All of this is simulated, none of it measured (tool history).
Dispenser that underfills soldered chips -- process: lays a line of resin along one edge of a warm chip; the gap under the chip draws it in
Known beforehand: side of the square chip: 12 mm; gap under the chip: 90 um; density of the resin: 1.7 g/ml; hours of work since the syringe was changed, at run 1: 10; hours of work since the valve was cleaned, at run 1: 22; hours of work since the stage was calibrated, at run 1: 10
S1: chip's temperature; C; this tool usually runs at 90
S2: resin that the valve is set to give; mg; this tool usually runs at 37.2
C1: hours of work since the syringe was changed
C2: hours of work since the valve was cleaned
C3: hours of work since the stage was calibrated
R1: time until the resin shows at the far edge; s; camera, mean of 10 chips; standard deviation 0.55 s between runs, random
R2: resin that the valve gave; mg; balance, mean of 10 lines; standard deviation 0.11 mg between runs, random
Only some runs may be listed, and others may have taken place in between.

run 1 hour=0 | S1=90 S2=37.2 | C1=10 C2=22 C3=10 | R1=83.4 R2=36.53
-- hour=1.4 new syringe of resin
run 2 hour=8.6 | S1=90 S2=37.2 | C1=5 C2=27 C3=15 | R1=60.6 R2=36.43
run 3 hour=13.7 | S1=90 S2=37.2 | C1=8 C2=30 C3=18 | R1=75.4 R2=36.44
-- hour=18 new syringe of resin
run 4 hour=18.2 | S1=90 S2=37.2 | C1=0 C2=33 C3=21 | R1=48.3 R2=36.33
run 5 hour=23.9 | S1=90 S2=37.2 | C1=4 C2=37 C3=24 | R1=57.6 R2=36.31
run 6 hour=31 | S1=90 S2=37.2 | C1=8 C2=41 C3=29 | R1=77.6 R2=36.29
-- hour=34.9 new syringe of resin
run 7 hour=35 | S1=90 S2=45.6 | C1=0 C2=43 C3=31 | R1=45.7 R2=44.53
run 8 hour=38.6 | S1=90 S2=45.6 | C1=2 C2=46 C3=33 | R1=53.8 R2=44.39
run 9 hour=44.1 | S1=90 S2=45.6 | C1=6 C2=49 C3=37 | R1=65.9 R2=44.39
-- hour=51.5 new syringe of resin
run 10 hour=52.4 | S1=90 S2=46 | C1=1 C2=54 C3=42 | R1=47.4 R2=44.64
run 11 hour=58.8 | S1=90 S2=40.3 | C1=5 C2=58 C3=46 | R1=61.7 R2=39
run 12 hour=65.9 | S1=90 S2=40.3 | C1=9 C2=63 C3=50 | R1=81.7 R2=38.77
-- hour=68.4 new syringe of resin
run 13 hour=72.7 | S1=90 S2=44.1 | C1=3 C2=67 C3=54 | R1=54.5 R2=42.65
run 14 hour=77.9 | S1=92 S2=37.2 | C1=6 C2=70 C3=58 | R1=64.1 R2=35.6
-- hour=83.8 dispensing valve cleaned and set on the balance
run 15 hour=84.6 | S1=90 S2=37.2 | C1=10 C2=1 C3=61 | R1=85.5 R2=37.23
-- hour=85.8 new syringe of resin
run 16 hour=90 | S1=78 S2=39.8 | C1=3 C2=4 C3=64 | R1=80.2 R2=39.56
run 17 hour=94.8 | S1=97 S2=37.2 | C1=6 C2=7 C3=67 | R1=53.3 R2=36.87
run 18 hour=99.3 | S1=80 S2=33.6 | C1=8 C2=10 C3=70 | R1=109.1 R2=33.3
-- hour=102.6 new syringe of resin
run 19 hour=105.3 | S1=89 S2=34.5 | C1=2 C2=13 C3=74 | R1=54.6 R2=34.2
run 20 hour=110.9 | S1=89 S2=34.5 | C1=5 C2=17 C3=77 | R1=70.1 R2=34.01
run 21 hour=118 | S1=85 S2=35.7 | C1=10 C2=21 C3=82 | R1=101.5 R2=35.31
-- hour=119.3 new syringe of resin
run 22 hour=126.2 | S1=93 S2=43.6 | C1=4 C2=26 C3=87 | R1=56.1 R2=43.07
run 23 hour=131.2 | S1=93 S2=43.6 | C1=7 C2=29 C3=90 | R1=69.1 R2=42.66
-- hour=136 new syringe of resin
run 24 hour=138.9 | S1=89 S2=37.2 | C1=2 C2=34 C3=94 | R1=54.2 R2=36.59
run 25 hour=143 | S1=89 S2=37.2 | C1=4 C2=36 C3=97 | R1=64.6 R2=36.31
run 26 hour=149.7 | S1=90 S2=38.9 | C1=9 C2=41 C3=101 | R1=79.9 R2=38.04
-- hour=152.7 new syringe of resin
run 27 hour=156.2 | S1=90 S2=38.9 | C1=2 C2=45 C3=105 | R1=52.5 R2=38.06
run 28 hour=162.4 | S1=90 S2=38.9 | C1=6 C2=48 C3=109 | R1=69.7 R2=38
run 29 hour=168.6 | S1=96 S2=47.4 | C1=10 C2=52 C3=113 | R1=71.8 R2=46.24

5 ways to go on from here, each from the tool as it stands after run 29. What would each give?
-- hour=169.5 new syringe of resin
run A hour=176.5 | S1=95 S2=39.4 | C1=4 C2=57 C3=118 | R1=? R2=?
-- hour=169.5 new syringe of resin
run B hour=176.5 | S1=84 S2=40.7 | C1=4 C2=57 C3=118 | R1=? R2=?
-- hour=169.5 new syringe of resin
run C hour=176.5 | S1=76 S2=34.4 | C1=4 C2=57 C3=118 | R1=? R2=?
-- hour=169.5 new syringe of resin
run D hour=176.5 | S1=93 S2=32.1 | C1=4 C2=57 C3=118 | R1=? R2=?
-- hour=169.5 new syringe of resin
run E hour=176.5 | S1=96 S2=39.2 | C1=4 C2=57 C3=118 | R1=? R2=?

run=A R1=53.7 R2=38.27
run=B R1=75.2 R2=39.42
run=C R1=98.6 R2=33.24
run=D R1=59 R2=31.23
run=E R1=52.4 R2=38.03
With the hidden condition removed and each run's random variation left untouched, the same runs would have given:
run=A R1=39.7 R2=39.43
run=B R1=55.3 R2=40.61
run=C R1=72.4 R2=34.25
run=D R1=43.4 R2=32.17
run=E R1=38.7 R2=39.18
